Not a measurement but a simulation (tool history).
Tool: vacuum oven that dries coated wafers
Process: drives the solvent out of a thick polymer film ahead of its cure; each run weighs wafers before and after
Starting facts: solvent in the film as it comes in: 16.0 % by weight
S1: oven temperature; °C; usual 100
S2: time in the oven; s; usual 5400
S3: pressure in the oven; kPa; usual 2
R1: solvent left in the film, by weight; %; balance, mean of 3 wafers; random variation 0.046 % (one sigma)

run,day,S1,S2,S3,R1
1,0,100,5400,2,4.67
2,2.196,100,5400,2,4.72
3,5.308,100,5400,2,4.55
4,9.212,100,5400,2,4.67
5,11.262,100,5400,2,4.65
6,13.492,100,5400,2,4.62
7,16.975,97,5400,2,5.63
8,20.8,97,5400,2,5.66
9,23.846,97,5400,2,5.58
10,26.633,100,5400,1.02,4.09
11,30.058,100,5400,2,4.52
12,33.154,100,5400,2,4.67
# day 33.788: vacuum gauge cleaned of residue and calibrated
13,36.008,100,5400,2,4.66
14,39.912,100,3180,2,6.85
15,41.858,100,3180,1.18,6.51
16,45.821,100,3180,1.18,6.5
17,48.2,93,3180,1.18,8.47
18,52.638,93,3180,1.18,8.5
19,55.379,93,3180,1.18,8.63
20,58.996,100,5400,2,4.68
21,62.812,100,5400,2,4.7
22,67.196,100,5400,2,4.7
23,69.054,100,5400,2,4.63
24,72.758,100,5400,2,4.67
25,75.788,107,5400,2,2.68
26,80.046,95,6900,6.26,8.06
27,84.175,95,6900,3.7,6.29
28,87.904,104,4740,2.61,4.27
29,91.258,104,4740,2.61,4.22
30,93.171,104,4740,2.61,4.28
31,96.062,97,5940,2.09,5.23
32,100.35,108,2940,2,4.71
# day 102.496: oven's thermocouples calibrated
33,104.138,108,2940,2,4.68
34,108.125,100,5400,5.76,6.65
# day 111.25: vacuum gauge cleaned of residue and calibrated
35,112.279,108,8100,4.67,2.93
36,116.392,91,5400,1.95,7.5
37,119.704,98,5880,3.24,5.61
38,123.808,97,4920,7.62,9.13
39,127.058,97,4920,7.62,9.16
40,129.675,97,4920,7.62,9.35
41,132.846,104,5520,1.79,3.17
42,135.938,105,2700,1.79,5.88
43,140.2,113,8340,2,1.04
44,144.088,113,8340,3.14,1.55
45,147.479,105,5400,4.94,4.65
46,150.104,85,6420,6.46,11.83

Alternative continuations, all from the tool just after run 46; predict every row:
A,152.496,97,8640,5.41,?
B,152.496,101,8100,7.44,?
C,152.496,110,6420,6.46,?
D,152.496,91,5400,2,?

run,R1
A,6.14
B,6.27
C,3.84
D,7.63
Had the tool no hidden state, the same runs would have come out as:
run,R1
A,6.12
B,6.25
C,3.82
D,7.61
